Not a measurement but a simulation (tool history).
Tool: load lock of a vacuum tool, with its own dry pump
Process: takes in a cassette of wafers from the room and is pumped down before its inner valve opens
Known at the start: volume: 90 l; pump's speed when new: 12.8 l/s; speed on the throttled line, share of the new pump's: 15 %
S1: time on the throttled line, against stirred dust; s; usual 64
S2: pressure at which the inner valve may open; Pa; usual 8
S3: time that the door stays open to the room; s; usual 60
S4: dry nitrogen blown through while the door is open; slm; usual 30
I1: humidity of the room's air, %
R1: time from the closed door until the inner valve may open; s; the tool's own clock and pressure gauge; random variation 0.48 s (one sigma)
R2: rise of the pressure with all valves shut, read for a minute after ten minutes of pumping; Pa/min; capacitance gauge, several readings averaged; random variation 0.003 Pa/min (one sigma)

run 1 hour=0 | S1=64 S2=8 S3=60 S4=30 | I1=47.7 | R1=126.1 R2=0.41
run 2 hour=280.9 | S1=64 S2=8 S3=60 S4=30 | I1=43.5 | R1=125.2 R2=0.427
run 3 hour=634.3 | S1=64 S2=8 S3=60 S4=30 | I1=44.8 | R1=126.3 R2=0.434
run 4 hour=1006.9 | S1=64 S2=8 S3=60 S4=30 | I1=47.5 | R1=126 R2=0.44
run 5 hour=1274.1 | S1=64 S2=8 S3=60 S4=30 | I1=44.3 | R1=126.4 R2=0.448
run 6 hour=1520.2 | S1=64 S2=8 S3=60 S4=30 | I1=45.7 | R1=126.5 R2=0.46
run 7 hour=1830.6 | S1=64 S2=8 S3=60 S4=30 | I1=45.9 | R1=126.5 R2=0.465
run 8 hour=2114.5 | S1=64 S2=8 S3=60 S4=30 | I1=41.8 | R1=126.6 R2=0.474
run 9 hour=2542.4 | S1=64 S2=8 S3=60 S4=30 | I1=45.7 | R1=127.2 R2=0.492
run 10 hour=2980.3 | S1=64 S2=8 S3=60 S4=30 | I1=43.3 | R1=128.4 R2=0.493
run 11 hour=3319.5 | S1=64 S2=14 S3=60 S4=30 | I1=45 | R1=122.3 R2=0.505
run 12 hour=3739.2 | S1=43 S2=8 S3=60 S4=30 | I1=45.4 | R1=110.8 R2=0.537
run 13 hour=4185 | S1=43 S2=8 S3=60 S4=30 | I1=45.1 | R1=111.6 R2=0.543
run 14 hour=4585.9 | S1=64 S2=8 S3=60 S4=30 | I1=43 | R1=129.1 R2=0.555
run 15 hour=5107.1 | S1=64 S2=8 S3=34 S4=30 | I1=45.6 | R1=130.4 R2=0.584
run 16 hour=5370 | S1=64 S2=8 S3=60 S4=30 | I1=47.9 | R1=129.5 R2=0.591
-- hour=5515 door's seal changed, seat wiped
run 17 hour=5764.2 | S1=64 S2=8 S3=60 S4=30 | I1=42.4 | R1=130.7 R2=0.025
-- hour=5974.4 dry pump taken out, an overhauled one fitted
run 18 hour=6065.7 | S1=102 S2=9 S3=30 S4=43 | I1=46.2 | R1=152.7 R2=0.02
run 19 hour=6506.1 | S1=102 S2=9 S3=30 S4=43 | I1=45.4 | R1=152.9 R2=0.026
run 20 hour=6809.8 | S1=64 S2=8 S3=174 S4=30 | I1=41.1 | R1=121.5 R2=0.049
run 21 hour=7361.7 | S1=66 S2=9 S3=202 S4=13 | I1=44.6 | R1=123.2 R2=0.068

The next listed run, before its measurement:
run 22 hour=7823.5 | S1=66 S2=9 S3=202 S4=13 | I1=49.5 | R1=? R2=?

{"run 22": {"R1": 122.8, "R2": 0.085}}
Without the tool's hidden state the same run would have given R1 121.6 s, R2 0.066 Pa/min.
